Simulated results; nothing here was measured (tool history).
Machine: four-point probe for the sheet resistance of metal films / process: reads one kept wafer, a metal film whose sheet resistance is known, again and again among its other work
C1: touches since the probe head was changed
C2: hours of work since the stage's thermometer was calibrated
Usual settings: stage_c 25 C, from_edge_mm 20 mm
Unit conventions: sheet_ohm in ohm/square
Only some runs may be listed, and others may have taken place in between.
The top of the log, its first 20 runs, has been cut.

Run 21, hour 668.3: usual settings but stage_c 19 C, from_edge_mm 12 mm; C1 40321; C2 115. Result: sheet_ohm 0.675306 ohm/square.
Run 22, hour 699.2: usual settings but stage_c 19 C, from_edge_mm 12 mm; C1 41057; C2 137. Result: sheet_ohm 0.675448 ohm/square.
Run 23, hour 737.4: usual settings but stage_c 28 C, from_edge_mm 35 mm; C1 41964; C2 164. Result: sheet_ohm 0.669583 ohm/square.
Run 24, hour 769.3: usual settings but stage_c 29 C, from_edge_mm 3 mm; C1 42722; C2 186. Result: sheet_ohm 0.727821 ohm/square.
Run 25, hour 798.4: usual settings but stage_c 32 C, from_edge_mm 5 mm; C1 43414; C2 206. Result: sheet_ohm 0.690853 ohm/square.
Run 26, hour 837.5: usual settings but stage_c 19 C, from_edge_mm 21 mm; C1 44346; C2 234. Result: sheet_ohm 0.672578 ohm/square.
Run 27, hour 858.6: usual settings but stage_c 28 C, from_edge_mm 67 mm; C1 44847; C2 248. Result: sheet_ohm 0.669427 ohm/square.
Run 28, hour 895.4: usual settings but from_edge_mm 19 mm; C1 45723; C2 274. Result: sheet_ohm 0.671512 ohm/square.
Run 29, hour 922.2: usual settings but stage_c 23 C, from_edge_mm 45 mm; C1 46360; C2 293. Result: sheet_ohm 0.670536 ohm/square.
Run 30, hour 949: usual settings but stage_c 23 C, from_edge_mm 45 mm; C1 46998; C2 312. Result: sheet_ohm 0.670107 ohm/square.
Run 31, hour 984.8: usual settings but stage_c 23 C, from_edge_mm 45 mm; C1 47850; C2 337. Result: sheet_ohm 0.670282 ohm/square.
Run 32, hour 1012: usual settings but stage_c 30 C, from_edge_mm 8 mm; C1 48496; C2 356. Result: sheet_ohm 0.677534 ohm/square.

Consider 5 possible next runs. They are alternatives, not a sequence: every one starts from the tool as it was left by run 32. What does each give?
Run A, hour 1046.1: usual settings but from_edge_mm 5 mm; C1 49306; C2 379. Result: sheet_ohm ?.
Run B, hour 1046.1: usual settings but stage_c 29 C; C1 49306; C2 379. Result: sheet_ohm ?.
Run C, hour 1046.1: usual settings but from_edge_mm 7 mm; C1 49306; C2 379. Result: sheet_ohm ?.
Run D, hour 1046.1: usual settings but stage_c 19 C, from_edge_mm 12 mm; C1 49306; C2 379. Result: sheet_ohm ?.
Run E, hour 1046.1: usual settings but stage_c 29 C, from_edge_mm 10 mm; C1 49306; C2 379. Result: sheet_ohm ?.

run  sheet_ohm
  A   0.692203
  B   0.670086
  C   0.681526
  D   0.674978
  E   0.674552
Without the tool's unlogged condition, the same runs would have read:
run  sheet_ohm
  A   0.692454
  B   0.670334
  C   0.681773
  D   0.675216
  E   0.674801

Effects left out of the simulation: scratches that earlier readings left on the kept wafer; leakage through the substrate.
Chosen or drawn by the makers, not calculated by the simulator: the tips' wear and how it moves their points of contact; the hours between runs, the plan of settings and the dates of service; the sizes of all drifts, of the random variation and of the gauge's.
